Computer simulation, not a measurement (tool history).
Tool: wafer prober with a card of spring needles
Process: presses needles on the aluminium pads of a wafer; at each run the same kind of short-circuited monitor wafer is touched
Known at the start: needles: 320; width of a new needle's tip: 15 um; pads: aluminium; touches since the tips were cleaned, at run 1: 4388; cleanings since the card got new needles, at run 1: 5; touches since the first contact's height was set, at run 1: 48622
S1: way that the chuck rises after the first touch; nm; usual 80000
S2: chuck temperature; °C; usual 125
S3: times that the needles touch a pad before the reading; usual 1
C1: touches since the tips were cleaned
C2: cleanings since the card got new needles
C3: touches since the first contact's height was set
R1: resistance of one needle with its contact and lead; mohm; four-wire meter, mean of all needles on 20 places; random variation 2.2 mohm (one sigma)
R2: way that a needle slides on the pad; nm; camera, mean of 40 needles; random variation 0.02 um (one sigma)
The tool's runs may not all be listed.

run	hour	S1	S2	S3	C1	C2	C3	R1	R2
1	0.0	80000	125	1	4388	5	48622	246	22080
# hour 7.4: tips cleaned on abrasive film
2	10.8	80000	125	1	1503	6	53250	242	22070
3	20.6	80000	125	1	5703	6	57450	244	22040
# hour 25.4: tips cleaned on abrasive film
4	28.0	80000	84	1	1127	7	60598	236	22030
5	37.6	80000	125	2	5287	7	64758	249	22030
# hour 43.0: tips cleaned on abrasive film
6	44.1	80000	125	2	466	8	67490	249	22030
7	52.3	80000	125	2	4017	8	71041	247	21990
# hour 60.4: tips cleaned on abrasive film
8	63.6	81000	125	1	1371	9	75868	249	22280
9	69.8	80000	125	1	4053	9	78550	246	22000
# hour 77.8: tips cleaned on abrasive film
10	80.0	80000	125	1	938	10	82878	247	21960
11	89.7	80000	125	1	5120	10	87060	246	21920
# hour 95.1: tips cleaned on abrasive film
12	98.0	73000	125	1	1226	11	90585	248	20000
13	107.8	80000	125	1	5466	11	94825	248	21900
# hour 112.5: tips cleaned on abrasive film
14	112.5	80000	125	1	0	12	96806	244	21880
15	117.6	80000	125	1	2196	12	99002	245	21880
16	125.3	80000	125	1	5533	12	102339	245	21870
# hour 129.9: tips cleaned on abrasive film
17	133.1	80000	125	1	1361	13	105646	242	21820
# hour 143.1: height of the first contact set anew
18	143.1	80000	125	1	5526	13	0	248	21870
# hour 147.5: tips cleaned on abrasive film
19	150.7	88000	25	3	1394	14	3253	219	23970
20	161.1	90000	125	1	5883	14	7742	245	24520
# hour 165.2: tips cleaned on abrasive film
21	167.7	83000	50	1	1074	15	10535	228	22600
22	172.5	62000	72	1	3160	15	12621	237	16890
# hour 182.9: tips cleaned on abrasive film
23	183.3	74000	125	1	179	16	17223	247	20140
24	189.3	96000	39	2	2769	16	19813	226	26080
25	196.5	75000	39	3	5846	16	22890	225	20350
# hour 200.5: tips cleaned on abrasive film
26	201.2	62000	117	3	277	17	24886	250	16840
27	212.3	80000	26	2	5072	17	29681	222	21690
28	217.5	80000	26	2	7292	17	31901	220	21710
# hour 218.3: tips cleaned on abrasive film
29	228.3	80000	26	2	4302	18	36537	220	21690
# hour 235.9: tips cleaned on abrasive film
30	235.9	80000	26	2	0	19	39771	222	21640
31	244.9	91000	125	1	3857	19	43628	242	24590
32	250.6	63000	47	2	6340	19	46111	228	17030
# hour 253.3: tips cleaned on abrasive film
33	255.4	63000	47	2	868	20	48105	230	17010

How the hidden state differs across the entries between the runs, from the last listed run before each to the first after it:
Between runs 1 and 2: tips cleaned on abrasive film (hour 7.4)
  debris on the tips, nm: 1 -> 0.4; drift of the gauge itself on scrub_um, %: 0 -> -0.08
  measured less the result without the state, R2: +0 -> -20 nm
Between runs 3 and 4: tips cleaned on abrasive film (hour 25.4)
  debris on the tips, nm: 1 -> 0.4; drift of the gauge itself on scrub_um, %: -0.16 -> -0.22
  measured less the result without the state, R2: -40 -> -50 nm
Between runs 5 and 6: tips cleaned on abrasive film (hour 43.0)
  debris on the tips, nm: 1 -> 0.2; drift of the gauge itself on scrub_um, %: -0.29 -> -0.34
  measured less the result without the state, R2: -70 -> -70 nm
Between runs 7 and 8: tips cleaned on abrasive film (hour 60.4)
  debris on the tips, nm: 0.9 -> 0.5; drift of the gauge itself on scrub_um, %: -0.41 -> -0.49
  measured less the result without the state, R2: -90 -> -110 nm
Between runs 9 and 10: tips cleaned on abrasive film (hour 77.8)
  debris on the tips, nm: 0.9 -> 0.4; drift of the gauge itself on scrub_um, %: -0.54 -> -0.62
  measured less the result without the state, R2: -120 -> -140 nm
Between runs 11 and 12: tips cleaned on abrasive film (hour 95.1)
  debris on the tips, nm: 1 -> 0.4; way that the needles fall short of the set height, um: 0 -> 0.01; drift of the gauge itself on scrub_um, %: -0.7 -> -0.76
  measured less the result without the state, R2: -160 -> -150 nm
Between runs 13 and 14: tips cleaned on abrasive film (hour 112.5)
  debris on the tips, nm: 1.1 -> 0.1; drift of the gauge itself on scrub_um, %: -0.84 -> -0.87
  measured less the result without the state, R2: -180 -> -200 nm
Between runs 16 and 17: tips cleaned on abrasive film (hour 129.9)
  debris on the tips, nm: 1.1 -> 0.4; drift of the gauge itself on scrub_um, %: -0.97 -> -1.03
  measured less the result without the state, R2: -220 -> -230 nm
Between runs 17 and 18: height of the first contact set anew (hour 143.1)
  debris on the tips, nm: 0.4 -> 1; way that the needles fall short of the set height, um: 0.01 -> 0; drift of the gauge itself on scrub_um, %: -1.03 -> -1.11
  measured less the result without the state, R2: -230 -> -250 nm
Between runs 18 and 19: tips cleaned on abrasive film (hour 147.5)
  debris on the tips, nm: 1 -> 0.4; drift of the gauge itself on scrub_um, %: -1.11 -> -1.17
  measured less the result without the state, R2: -250 -> -290 nm
Between runs 20 and 21: tips cleaned on abrasive film (hour 165.2)
  debris on the tips, nm: 1.1 -> 0.4; drift of the gauge itself on scrub_um, %: -1.25 -> -1.3
  measured less the result without the state, R2: -310 -> -300 nm
Between runs 22 and 23: tips cleaned on abrasive film (hour 182.9)
  debris on the tips, nm: 0.8 -> 0.1; drift of the gauge itself on scrub_um, %: -1.34 -> -1.42
  measured less the result without the state, R2: -220 -> -300 nm
Between runs 25 and 26: tips cleaned on abrasive film (hour 200.5)
  debris on the tips, nm: 1.1 -> 0.2; drift of the gauge itself on scrub_um, %: -1.52 -> -1.56
  measured less the result without the state, R2: -320 -> -260 nm
Between runs 28 and 29: tips cleaned on abrasive film (hour 218.3)
  debris on the tips, nm: 1.2 -> 0.9; drift of the gauge itself on scrub_um, %: -1.69 -> -1.77
  measured less the result without the state, R2: -370 -> -390 nm
Between runs 29 and 30: tips cleaned on abrasive film (hour 235.9)
  debris on the tips, nm: 0.9 -> 0.1; drift of the gauge itself on scrub_um, %: -1.77 -> -1.83
  measured less the result without the state, R2: -390 -> -410 nm
Between runs 32 and 33: tips cleaned on abrasive film (hour 253.3)
  debris on the tips, nm: 1.1 -> 0.3; drift of the gauge itself on scrub_um, %: -1.94 -> -1.98
  measured less the result without the state, R2: -340 -> -340 nm
